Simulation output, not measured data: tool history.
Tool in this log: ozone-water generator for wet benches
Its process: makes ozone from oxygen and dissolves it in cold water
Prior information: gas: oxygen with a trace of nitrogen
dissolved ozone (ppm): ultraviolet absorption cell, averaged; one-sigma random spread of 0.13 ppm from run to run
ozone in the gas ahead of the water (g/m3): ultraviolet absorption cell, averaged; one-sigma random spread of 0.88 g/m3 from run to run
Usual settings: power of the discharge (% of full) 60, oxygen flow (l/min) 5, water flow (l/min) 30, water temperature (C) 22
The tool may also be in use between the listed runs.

| run | hour | power of the discharge (% of full) | oxygen flow (l/min) | water flow (l/min) | water temperature (C) | dissolved ozone (ppm) | ozone in the gas ahead of the water (g/m3) |
|---|---|---|---|---|---|---|---|
| 1 | 0 | 60 | 5 | 30 | 22 | 11.5 | 140 |
| 2 | 127.3 | 60 | 5 | 30 | 22 | 11.5 | 138.9 |
| 3 | 294.8 | 60 | 5 | 34 | 22 | 10.3 | 138.7 |
| 4 | 376 | 60 | 5 | 34 | 22 | 10.3 | 140.3 |
| 5 | 507 | 60 | 5 | 34 | 22 | 10.4 | 138.3 |
| 6 | 665.7 | 60 | 5 | 30 | 22 | 11.4 | 139.5 |
| 7 | 800.8 | 60 | 5 | 30 | 22 | 11.4 | 139.8 |
| 8 | 936.2 | 60 | 5 | 24 | 22 | 13.3 | 136.8 |
| 9 | 1037 | 60 | 5 | 30 | 22 | 11.3 | 137.7 |
| 10 | 1156.5 | 60 | 5 | 30 | 22 | 11.1 | 137.9 |
| 11 | 1253.9 | 60 | 5 | 30 | 22 | 11.1 | 136.6 |
| 12 | 1376.8 | 60 | 5 | 30 | 22 | 11.3 | 138.3 |
| 13 | 1556.7 | 45 | 5 | 30 | 22 | 9.3 | 115.3 |
| 14 | 1656.5 | 45 | 5 | 30 | 22 | 9.1 | 114 |
| 15 | 1733.3 | 45 | 5 | 30 | 22 | 9.1 | 113.5 |
| 16 | 1864.2 | 45 | 5 | 30 | 22 | 9.2 | 115 |
| 17 | 1987.7 | 60 | 5 | 30 | 24 | 10.5 | 137.6 |
| 18 | 2076.7 | 92 | 4.27 | 30 | 22 | 14.2 | 193.5 |
| 19 | 2186.2 | 42 | 3.11 | 30 | 22 | 8.4 | 143.7 |
| 20 | 2273.5 | 68 | 3.11 | 30 | 22 | 11.3 | 196.3 |
| 21 | 2452.4 | 96 | 3.32 | 30 | 14 | 16.1 | 230.8 |
| 22 | 2578.1 | 68 | 3.32 | 30 | 15 | 12.8 | 185.5 |
| 23 | 2745.1 | 68 | 3.32 | 41 | 21 | 9.1 | 187.3 |
| 24 | 2874.2 | 68 | 3.32 | 41 | 21 | 9.4 | 185 |
| 25 | 3056.5 | 60 | 5 | 35 | 22 | 10.2 | 135.8 |
| 26 | 3188 | 46 | 5.81 | 30 | 22 | 9.8 | 104.2 |
| 27 | 3367 | 43 | 5 | 30 | 16 | 9.9 | 110 |
| 28 | 3482.8 | 43 | 7.43 | 23 | 16 | 11.9 | 86.5 |
| 29 | 3580.3 | 90 | 3.2 | 43 | 22 | 10.2 | 223.1 |
| 30 | 3721.6 | 54 | 3.08 | 20 | 22 | 13.8 | 168.3 |
| 31 | 3904.7 | 60 | 3.34 | 44 | 22 | 7.9 | 168.1 |
| 32 | 3997.6 | 86 | 5.8 | 37 | 24 | 11.5 | 151.7 |
| 33 | 4128.6 | 60 | 5 | 22 | 28 | 12.5 | 133.5 |

Taken out of this log: 3 entries between the listed runs. Where each belongs, and how the hidden state differs across it:
Runs 12 to 13: contactor cleaned (hour 1492.2)
  yield of the discharge, % of new electrodes': 93.8 -> 93.5; contactor's efficiency, % of a clean one's: 85.8 -> 83.7; true water temperature over the reading, C: 0.15 -> 0.16
  what was measured, less what the result would be without the hidden state, dissolved ozone (ppm): -1.4 -> -1.1; ozone in the gas ahead of the water (g/m3): -8.1 -> -5.6
Runs 20 to 21: contactor cleaned, once more (hour 2301.8); water thermometer calibrated (hour 2319.5)
  yield of the discharge, % of new electrodes': 92.6 -> 92.4; contactor's efficiency, % of a clean one's: 81.5 -> 99; true water temperature over the reading, C: 0.19 -> -0.02
  what was measured, less what the result would be without the hidden state, dissolved ozone (ppm): -1.9 -> -1.7; ozone in the gas ahead of the water (g/m3): -15.4 -> -23.2
